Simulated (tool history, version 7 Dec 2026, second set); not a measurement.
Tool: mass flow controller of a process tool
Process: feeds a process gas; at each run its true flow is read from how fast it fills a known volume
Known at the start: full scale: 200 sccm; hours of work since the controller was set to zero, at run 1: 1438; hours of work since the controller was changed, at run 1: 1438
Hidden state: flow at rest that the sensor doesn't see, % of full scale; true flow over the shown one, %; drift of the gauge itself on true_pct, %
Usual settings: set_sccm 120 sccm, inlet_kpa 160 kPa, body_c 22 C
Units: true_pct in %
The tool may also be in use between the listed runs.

run,hour,set_sccm,inlet_kpa,body_c,hours of work since the controller was set to zero,hours of work since the controller was changed,true_pct
1,0,120,160,22,1438,1438,99.66
2,103.6,109,160,22,1505,1505,99.56
3,221.1,109,160,22,1582,1582,99.55
4,337.5,109,160,22,1657,1657,99.52
5,444.2,109,160,22,1727,1727,99.55
6,562,109,160,22,1803,1803,99.71
7,685,120,160,22,1883,1883,99.8
8,779.5,66,160,22,1944,1944,98.66
9,894.4,66,160,22,2019,2019,98.83
10,957.2,66,160,22,2060,2060,98.85
11,1060.1,66,160,22,2127,2127,98.93
12,1185.3,66,160,22,2208,2208,98.9
13,1325.4,120,184,22,2299,2299,99.69
14,1434.3,120,160,22,2370,2370,99.91
15,1562.6,120,160,22,2453,2453,99.83
16,1653.2,120,188,22,2512,2512,99.8
17,1734.6,120,188,22,2565,2565,99.8
18,1813.8,117,188,29,2617,2617,100.21
19,1927.4,29,180,22,2690,2690,97.56
20,2028.6,84,184,40,2756,2756,100.57
21,2108.2,92,164,37,2808,2808,100.49
22,2221.4,117,194,20,2882,2882,99.66
23,2357.7,117,194,25,2970,2970,99.97
24,2436.6,29,194,25,3021,3021,97.67
25,2574,29,194,25,3111,3111,97.76
26,2642.8,125,209,36,3155,3155,100.78
27,2732.4,94,160,20,3214,3214,99.52
28,2870.2,32,207,30,3303,3303,98.05
29,2989.4,27,216,22,3381,3381,97.18
30,3105.4,83,260,32,3456,3456,99.76
31,3248.2,120,160,32,3549,3549,100.59
32,3365.1,120,264,28,3625,3625,100.18
33,3494.1,120,160,32,3709,3709,100.96
34,3607.5,120,160,32,3782,3782,100.78

5 ways to go on from here, each from the tool as it stands after run 34. What would each give?
A,3731.7,120,224,22,3863,3863,?
B,3731.7,77,154,21,3863,3863,?
C,3731.7,28,173,22,3863,3863,?
D,3731.7,120,160,21,3863,3863,?
E,3731.7,120,254,24,3863,3863,?

run,true_pct
A,100
B,99.38
C,97.51
D,100.24
E,99.9
Without the tool's hidden state the same runs would have given:
run,true_pct
A,98.72
B,98.39
C,97.9
D,98.96
E,98.62
